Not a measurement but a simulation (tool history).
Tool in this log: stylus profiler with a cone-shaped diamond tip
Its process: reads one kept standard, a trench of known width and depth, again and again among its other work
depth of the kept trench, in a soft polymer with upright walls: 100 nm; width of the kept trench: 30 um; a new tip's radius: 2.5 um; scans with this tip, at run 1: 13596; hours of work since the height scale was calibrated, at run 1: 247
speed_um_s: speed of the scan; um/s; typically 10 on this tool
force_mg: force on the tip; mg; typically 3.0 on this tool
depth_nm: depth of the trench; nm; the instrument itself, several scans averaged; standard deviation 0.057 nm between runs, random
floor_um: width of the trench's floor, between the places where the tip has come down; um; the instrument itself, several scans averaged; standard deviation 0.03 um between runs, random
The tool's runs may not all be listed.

run,hour,speed_um_s,force_mg,scans with this tip,hours of work since the height scale was calibrated,depth_nm,floor_um
1,0.0,10,3.0,13596,247,102.20,28.07
2,37.1,10,3.0,13784,269,102.18,27.99
3,90.5,10,3.0,14054,301,102.22,28.00
# hour 98.8: height scale calibrated on a step standard
4,129.4,10,3.0,14249,18,102.29,27.98
5,202.6,10,3.0,14620,61,102.24,28.04
6,264.6,10,3.0,14933,98,102.27,28.01
7,302.3,10,7.1,15124,120,103.86,27.97
8,376.0,38,3.0,15497,164,102.46,27.88

What will run 9 give?
9,452.7,4,2.0,15886,209,?,?

{"run 9": {"depth_nm": 101.8, "floor_um": 28.0}}
Had the tool carried no hidden state, the very same run would have given depth_nm 101.49 nm, floor_um 28.59 um.
